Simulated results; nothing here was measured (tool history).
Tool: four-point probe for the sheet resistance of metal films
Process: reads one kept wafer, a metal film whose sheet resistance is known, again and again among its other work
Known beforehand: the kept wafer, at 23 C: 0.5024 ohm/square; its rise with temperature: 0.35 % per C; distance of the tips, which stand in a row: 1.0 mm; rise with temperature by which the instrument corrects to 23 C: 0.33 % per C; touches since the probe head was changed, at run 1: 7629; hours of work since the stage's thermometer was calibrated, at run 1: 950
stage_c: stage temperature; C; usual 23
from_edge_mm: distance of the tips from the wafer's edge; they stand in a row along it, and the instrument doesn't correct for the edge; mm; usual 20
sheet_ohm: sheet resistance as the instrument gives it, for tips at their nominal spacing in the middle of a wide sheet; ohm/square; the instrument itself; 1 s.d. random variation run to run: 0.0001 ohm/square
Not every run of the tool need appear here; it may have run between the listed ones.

run,day,stage_c,from_edge_mm,touches since the probe head was changed,hours of work since the stage's thermometer was calibrated,sheet_ohm
1,0,23,20,7629,950,0.503196
2,0.479,23,20,7943,954,0.503153
3,1.092,23,20,8345,961,0.503377
4,1.525,23,20,8629,965,0.503151
5,1.825,23,20,8825,968,0.503185
6,2.404,23,20,9205,973,0.503113
# day 2.45: stage's thermometer calibrated
7,2.929,23,20,9537,5,0.502769
8,3.542,23,20,9938,11,0.502833
9,4.017,35,37,10250,15,0.503788
10,4.538,32,21,10591,21,0.503898
11,4.821,20,23,10779,23,0.502316
12,5.429,20,23,11176,29,0.502128
# day 5.829: stage's thermometer calibrated, once more
13,5.954,20,23,11507,1,0.503595
14,6.467,23,4,11843,6,0.519996
15,6.829,30,9,12081,10,0.50764

4 ways to go on from here, each from the tool as it stands after run 15. What would each give?
A,7.271,31,32,12371,14,?
B,7.271,26,34,12371,14,?
C,7.271,30,19,12371,14,?
D,7.271,23,54,12371,14,?

run,sheet_ohm
A,0.504542
B,0.503983
C,0.504868
D,0.503319
What these runs would have given with no unlogged condition in the tool:
run,sheet_ohm
A,0.503556
B,0.502998
C,0.503881
D,0.502335

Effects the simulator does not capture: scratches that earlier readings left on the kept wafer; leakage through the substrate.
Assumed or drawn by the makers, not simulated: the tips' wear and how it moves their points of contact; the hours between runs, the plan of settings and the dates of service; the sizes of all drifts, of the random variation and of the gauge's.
